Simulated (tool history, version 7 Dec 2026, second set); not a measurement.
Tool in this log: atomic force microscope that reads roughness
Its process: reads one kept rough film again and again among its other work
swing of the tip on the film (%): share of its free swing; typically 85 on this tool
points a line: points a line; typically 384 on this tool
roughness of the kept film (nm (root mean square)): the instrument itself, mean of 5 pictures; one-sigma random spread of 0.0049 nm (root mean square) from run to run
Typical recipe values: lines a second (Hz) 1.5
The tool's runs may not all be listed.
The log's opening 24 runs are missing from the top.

run	day	lines a second (Hz)	swing of the tip on the film (%)	points a line	pictures with this tip	hours of work since the height scale was calibrated	roughness of the kept film (nm (root mean square))
25	30.525	0.5	85	824	115	148	0.751
# day 31.129: new tip fitted
26	31.958	3.93	84	271	35	170	0.6
27	33.021	0.6	68	958	79	186	0.786
28	33.996	0.6	68	958	120	202	0.77
# day 34.525: new tip fitted
29	35.471	0.6	68	958	40	224	0.798
30	36.354	0.6	68	958	77	238	0.79
# day 37.929: new tip fitted
31	38.038	0.6	68	958	4	264	0.803
32	38.758	0.6	68	958	35	275	0.809
33	39.862	1.91	56	427	81	293	0.773
# day 41.262: new tip fitted
34	41.562	0.59	56	272	12	319	0.798
35	42.333	0.59	81	272	44	331	0.76
36	43.175	0.59	81	272	80	344	0.744
37	44.117	2.86	77	288	119	359	0.652
# day 44.612: new tip fitted
38	45.221	2.47	79	406	25	375	0.697
39	45.983	0.76	85	710	57	387	0.759
40	46.9	0.86	85	412	95	402	0.735
# day 48.038: new tip fitted
41	48.05	0.86	85	412	1	419	0.768

Predict each of these 3 candidate next runs independently; none follows another, all start after run 41:
A	49.012	0.57	79	384	41	434	?
B	49.012	1.5	85	464	41	434	?
C	49.012	2.89	85	357	41	434	?

run	roughness of the kept film (nm (root mean square))
A	0.777
B	0.723
C	0.645
Take away the tool's hidden state, keep each run's random variation, and the runs would have read:
run	roughness of the kept film (nm (root mean square))
A	0.793
B	0.739
C	0.659

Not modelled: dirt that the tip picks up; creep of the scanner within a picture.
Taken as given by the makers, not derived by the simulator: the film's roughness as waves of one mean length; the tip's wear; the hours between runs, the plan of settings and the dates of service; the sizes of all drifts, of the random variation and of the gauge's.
